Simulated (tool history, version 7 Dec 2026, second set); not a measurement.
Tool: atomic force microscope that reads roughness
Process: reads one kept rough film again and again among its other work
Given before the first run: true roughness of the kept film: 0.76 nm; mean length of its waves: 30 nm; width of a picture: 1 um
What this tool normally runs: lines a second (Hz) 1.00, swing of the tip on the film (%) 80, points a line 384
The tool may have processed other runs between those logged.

run,hour,lines a second (Hz),swing of the tip on the film (%),points a line,roughness of the kept film (nm (root mean square))
1,0.0,1.00,80,384,0.660
2,6.4,1.00,80,463,0.657
# hour 11.1: new tip fitted
3,13.2,1.00,80,384,0.677
4,24.8,1.00,80,384,0.666
5,33.4,1.00,80,384,0.660
6,41.6,1.00,80,384,0.654
# hour 54.0: new tip fitted
7,54.0,3.35,80,384,0.586
8,63.7,3.35,80,384,0.575
9,74.5,0.83,61,384,0.700
10,80.9,0.83,61,384,0.696
11,88.6,0.83,86,754,0.653
12,94.2,0.83,86,754,0.645
# hour 96.9: new tip fitted
13,103.6,0.97,57,754,0.708
14,114.6,1.00,80,1022,0.668
15,123.9,1.00,56,384,0.700

Selected run-to-run steps in roughness of the kept film (nm (root mean square)), each split into two signed amounts: the part the tool would show with no hidden state at all (from settings, incoming material and random variation), and the remainder, which goes to the hidden state together with any gauge scatter not common to the measured and the hidden-state-free results:
Hidden state at play: radius of the tip, nm; height scale over the true one, %; drift of the gauge itself on roughness_nm, %.
Run 2 -> 3: points a line 463 -> 384, new tip fitted. roughness of the kept film (nm (root mean square)) +0.020: hidden state +0.028, all else -0.008.
Run 8 -> 9: lines a second (Hz) 3.35 -> 0.83, swing of the tip on the film (%) 80 -> 61. roughness of the kept film (nm (root mean square)) +0.125: hidden state -0.009, all else +0.134.

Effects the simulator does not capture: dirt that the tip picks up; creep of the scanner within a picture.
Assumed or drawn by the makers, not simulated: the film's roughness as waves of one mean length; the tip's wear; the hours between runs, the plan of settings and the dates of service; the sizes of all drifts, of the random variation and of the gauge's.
